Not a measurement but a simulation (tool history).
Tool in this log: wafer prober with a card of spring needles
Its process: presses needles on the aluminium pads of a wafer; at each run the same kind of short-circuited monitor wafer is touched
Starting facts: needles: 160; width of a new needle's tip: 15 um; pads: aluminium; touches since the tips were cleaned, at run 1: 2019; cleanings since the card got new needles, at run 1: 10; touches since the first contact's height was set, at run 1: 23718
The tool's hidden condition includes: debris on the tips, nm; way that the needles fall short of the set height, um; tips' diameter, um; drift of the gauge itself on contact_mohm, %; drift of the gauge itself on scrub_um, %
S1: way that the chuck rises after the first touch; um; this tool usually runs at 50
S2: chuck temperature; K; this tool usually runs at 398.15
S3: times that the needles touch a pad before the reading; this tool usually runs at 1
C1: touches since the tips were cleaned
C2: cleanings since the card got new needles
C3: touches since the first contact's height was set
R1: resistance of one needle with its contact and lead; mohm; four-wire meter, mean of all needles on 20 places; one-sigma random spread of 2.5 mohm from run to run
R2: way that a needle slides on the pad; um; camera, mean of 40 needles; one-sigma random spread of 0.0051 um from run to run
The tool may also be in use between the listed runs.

{"run": 1, "hour": 0.0, "S1": 50, "S2": 398.15, "S3": 1, "C1": 2019, "C2": 10, "C3": 23718, "R1": 327, "R2": 10.434}
{"run": 2, "hour": 9.9, "S1": 50, "S2": 398.15, "S3": 1, "C1": 4790, "C2": 10, "C3": 26489, "R1": 336, "R2": 10.433}
{"run": 3, "hour": 15.6, "S1": 33, "S2": 398.15, "S3": 1, "C1": 6376, "C2": 10, "C3": 28075, "R1": 379, "R2": 6.871}
{"hour": 24.3, "done": "tips cleaned on abrasive film"}
{"run": 4, "hour": 24.3, "S1": 33, "S2": 398.15, "S3": 1, "C1": 0, "C2": 11, "C3": 30460, "R1": 322, "R2": 6.865}
{"run": 5, "hour": 31.2, "S1": 33, "S2": 398.15, "S3": 1, "C1": 1932, "C2": 11, "C3": 32392, "R1": 352, "R2": 6.866}
{"run": 6, "hour": 42.0, "S1": 33, "S2": 373.15, "S3": 1, "C1": 4941, "C2": 11, "C3": 35401, "R1": 366, "R2": 6.859}
{"run": 7, "hour": 51.6, "S1": 33, "S2": 373.15, "S3": 1, "C1": 7626, "C2": 11, "C3": 38086, "R1": 378, "R2": 6.859}
{"hour": 55.8, "done": "tips cleaned on abrasive film"}
{"run": 8, "hour": 58.0, "S1": 41, "S2": 373.15, "S3": 1, "C1": 637, "C2": 12, "C3": 39843, "R1": 312, "R2": 8.524}
{"run": 9, "hour": 65.8, "S1": 67, "S2": 398.15, "S3": 1, "C1": 2805, "C2": 12, "C3": 42011, "R1": 318, "R2": 13.956}
{"run": 10, "hour": 73.9, "S1": 67, "S2": 398.15, "S3": 1, "C1": 5061, "C2": 12, "C3": 44267, "R1": 320, "R2": 13.955}
{"run": 11, "hour": 81.7, "S1": 37, "S2": 313.15, "S3": 2, "C1": 7223, "C2": 12, "C3": 46429, "R1": 326, "R2": 7.683}

How would selected steps in R1 from run to run divide? Give the signed amount a tool lacking its hidden state would still show from settings, what came in and random variation, and the signed amount left for the hidden state, including any gauge scatter that is not in both of the compared results.
Run 7 -> 8: S1 33 -> 41, tips cleaned on abrasive film. R1 -66 mohm: hidden state -57, all else -9.
